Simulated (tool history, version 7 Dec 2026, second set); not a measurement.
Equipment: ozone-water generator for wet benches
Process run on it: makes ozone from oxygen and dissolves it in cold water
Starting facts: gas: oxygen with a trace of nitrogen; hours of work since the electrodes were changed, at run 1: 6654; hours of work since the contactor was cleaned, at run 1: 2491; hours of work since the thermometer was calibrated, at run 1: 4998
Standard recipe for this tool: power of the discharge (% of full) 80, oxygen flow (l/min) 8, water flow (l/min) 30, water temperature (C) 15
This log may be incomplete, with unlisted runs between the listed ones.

run,hour,power of the discharge (% of full),oxygen flow (l/min),water flow (l/min),water temperature (C),hours of work since the electrodes were changed,hours of work since the contactor was cleaned,hours of work since the thermometer was calibrated,dissolved ozone (ppm),ozone in the gas ahead of the water (g/m3)
1,0,80,8,30,15,6654,2491,4998,22.8,173.7
# hour 99.9: water thermometer calibrated
2,153.9,80,8,30,8,6787,2624,47,24.8,174
3,341.3,80,8,30,8,6950,2787,210,25.1,174.4
4,447,80,8,30,8,7042,2879,301,24.7,174
5,603.6,80,8,30,8,7177,3015,437,24.7,174.9
6,733.8,80,8,30,8,7290,3128,550,24.7,175.1
7,836.4,80,8,30,8,7380,3217,639,24.7,176.2
8,946.4,63,8,30,15,7475,3312,735,19.6,151.6
9,1130.2,80,8,30,15,7635,3472,894,23,175.4
10,1266.6,80,8,30,15,7753,3590,1013,22.7,174.8
11,1396.3,80,8,30,15,7866,3703,1125,22.7,175.4
12,1576.7,80,8,30,15,8022,3859,1282,22.8,176
13,1659.4,80,8,30,15,8094,3931,1354,22.3,175.1
14,1815.6,80,8,30,9,8230,4067,1490,24.6,175.5
15,1915.2,80,8,30,9,8316,4153,1576,24.4,176.2
16,2024.1,80,8,30,9,8411,4248,1671,24.9,175.2
17,2192.8,80,8,30,9,8557,4394,1817,24.5,177.1
18,2381.1,80,8,30,9,8721,4558,1981,24.1,175.7
19,2486.4,43,8.84,32,17,8812,4649,2072,14.5,116.3
20,2644.1,43,13.57,32,17,8949,4786,2209,14.7,94.4
21,2813.2,43,13.57,44,17,9096,4933,2356,12,93.2
22,3000.7,95,13.57,26,17,9259,5096,2518,26.7,153.6
# hour 3064.2: gauge calibrated
23,3166,80,5.14,30,9,9402,5239,2662,22.5,213.4
24,3257.5,88,7.77,40,15,9482,5319,2741,19.4,186.4
25,3413.3,80,8,38,15,9617,5454,2877,19.1,173.1
26,3538.1,80,9.15,19,15,9725,5562,2985,29.7,162.9
27,3678.1,41,6.91,30,15,9847,5684,3107,14.8,123.7
28,3803.3,41,6.91,30,15,9955,5793,3215,14.7,125.6
29,3975.5,40,8,30,8,10105,5942,3365,16.1,114.4
# hour 4014.9: contactor cleaned
30,4144.7,40,9.18,20,14,10248,113,3508,19.3,109.2
31,4228.8,57,10.96,35,14,10321,186,3581,17.2,124.2
32,4396.4,57,10.96,35,14,10467,331,3727,17.5,122.5
33,4533.1,80,4.1,24,15,10586,450,3845,24.1,242.2
34,4731.7,84,8,30,15,10758,622,4018,23.2,181.6

Alternative continuations, all from the tool just after run 34; predict every row:
A,4811.4,65,8,30,21,10827,691,4087,?,?
B,4811.4,57,13.89,30,15,10827,691,4087,?,?
C,4811.4,80,4.96,23,10,10827,691,4087,?,?

run,dissolved ozone (ppm),ozone in the gas ahead of the water (g/m3)
A,18.1,157.2
B,18.3,109.7
C,27.7,222.6
With no hidden state in the tool, these same runs would have given:
run,dissolved ozone (ppm),ozone in the gas ahead of the water (g/m3)
A,18.2,155.1
B,18.3,108.2
C,27.8,219.7
